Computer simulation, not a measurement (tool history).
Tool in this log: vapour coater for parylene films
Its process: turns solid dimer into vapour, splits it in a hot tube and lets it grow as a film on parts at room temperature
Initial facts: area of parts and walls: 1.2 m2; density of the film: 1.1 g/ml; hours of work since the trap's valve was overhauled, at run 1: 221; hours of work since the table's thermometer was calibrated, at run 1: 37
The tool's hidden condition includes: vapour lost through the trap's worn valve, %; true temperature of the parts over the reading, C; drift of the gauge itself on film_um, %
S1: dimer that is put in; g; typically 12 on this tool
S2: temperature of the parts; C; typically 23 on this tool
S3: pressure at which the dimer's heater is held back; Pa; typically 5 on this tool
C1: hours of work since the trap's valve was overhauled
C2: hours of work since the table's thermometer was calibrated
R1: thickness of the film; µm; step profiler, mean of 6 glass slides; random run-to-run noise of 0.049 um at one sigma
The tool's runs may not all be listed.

run	hour	S1	S2	S3	C1	C2	R1
1	0.0	12	23	5	221	37	5.49
2	60.8	12	23	5	252	69	5.49
# hour 105.3: trap's valve overhauled
3	105.3	12	23	5	0	90	5.58
4	158.1	12	23	5	27	117	5.56
5	237.6	14	23	5	69	158	6.48
6	322.5	14	23	5	113	202	6.42
7	409.8	14	23	5	158	248	6.43
8	446.0	14	23	5	177	266	6.38

Run 9 has not been measured yet. What should we expect?
9	483.9	14	23	5	197	286	?

For run 9 the tool returned R1 6.47 µm.
With no hidden state in the tool, this same run would have given R1 6.50 µm.
